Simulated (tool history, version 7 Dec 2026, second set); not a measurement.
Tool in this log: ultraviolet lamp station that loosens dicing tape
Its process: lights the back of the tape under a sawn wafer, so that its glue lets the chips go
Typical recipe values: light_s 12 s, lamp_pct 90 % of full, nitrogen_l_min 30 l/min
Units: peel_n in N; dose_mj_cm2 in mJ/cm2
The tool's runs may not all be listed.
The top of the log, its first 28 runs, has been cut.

Run 29, hour 1306.9: usual settings but light_s 14 s, lamp_pct 60 % of full, nitrogen_l_min 25 l/min. Result: peel_n 0.969 N, dose_mj_cm2 270 mJ/cm2.
Run 30, hour 1360.6: usual settings but light_s 14 s, lamp_pct 60 % of full, nitrogen_l_min 25 l/min. Result: peel_n 0.988 N, dose_mj_cm2 266 mJ/cm2.
Run 31, hour 1412.4: usual settings but lamp_pct 74 % of full, nitrogen_l_min 25 l/min. Result: peel_n 0.965 N, dose_mj_cm2 280 mJ/cm2.
Run 32, hour 1477.7: usual settings but light_s 14 s, nitrogen_l_min 21 l/min. Result: peel_n 0.493 N, dose_mj_cm2 380 mJ/cm2.
Run 33, hour 1507.6: usual settings but light_s 14 s, nitrogen_l_min 21 l/min. Result: peel_n 0.481 N, dose_mj_cm2 384 mJ/cm2.
Run 34, hour 1567.3: usual settings but light_s 14 s, nitrogen_l_min 21 l/min. Result: peel_n 0.531 N, dose_mj_cm2 370 mJ/cm2.
At hour 1577.8: lamp changed.
Run 35, hour 1621.3: usual settings but light_s 18 s, lamp_pct 70 % of full. Result: peel_n 0.244 N, dose_mj_cm2 513 mJ/cm2.
Run 36, hour 1691.5: usual settings but light_s 16 s, lamp_pct 69 % of full, nitrogen_l_min 12 l/min. Result: peel_n 0.506 N, dose_mj_cm2 440 mJ/cm2.
Run 37, hour 1724.5: usual settings but light_s 18 s, nitrogen_l_min 13 l/min. Result: peel_n 0.234 N, dose_mj_cm2 637 mJ/cm2.
Run 38, hour 1759.9: usual settings but lamp_pct 83 % of full. Result: peel_n 0.405 N, dose_mj_cm2 385 mJ/cm2.

Consider 3 possible next runs. They are alternatives, not a sequence: every one starts from the tool as it was left by run 38. What does each give?
Run A, hour 1794.9: usual settings but light_s 10 s, lamp_pct 83 % of full. Result: peel_n ?, dose_mj_cm2 ?.
Run B, hour 1794.9: usual settings but light_s 6 s, lamp_pct 83 % of full, nitrogen_l_min 27 l/min. Result: peel_n ?, dose_mj_cm2 ?.
Run C, hour 1794.9: usual settings but lamp_pct 77 % of full, nitrogen_l_min 35 l/min. Result: peel_n ?, dose_mj_cm2 ?.

run  peel_n  dose_mj_cm2
  A   0.630          316
  B   1.873          185
  C   0.452          351
Had the tool no hidden state, the same runs would have come out as:
run  peel_n  dose_mj_cm2
  A   0.476          357
  B   1.504          210
  C   0.347          397

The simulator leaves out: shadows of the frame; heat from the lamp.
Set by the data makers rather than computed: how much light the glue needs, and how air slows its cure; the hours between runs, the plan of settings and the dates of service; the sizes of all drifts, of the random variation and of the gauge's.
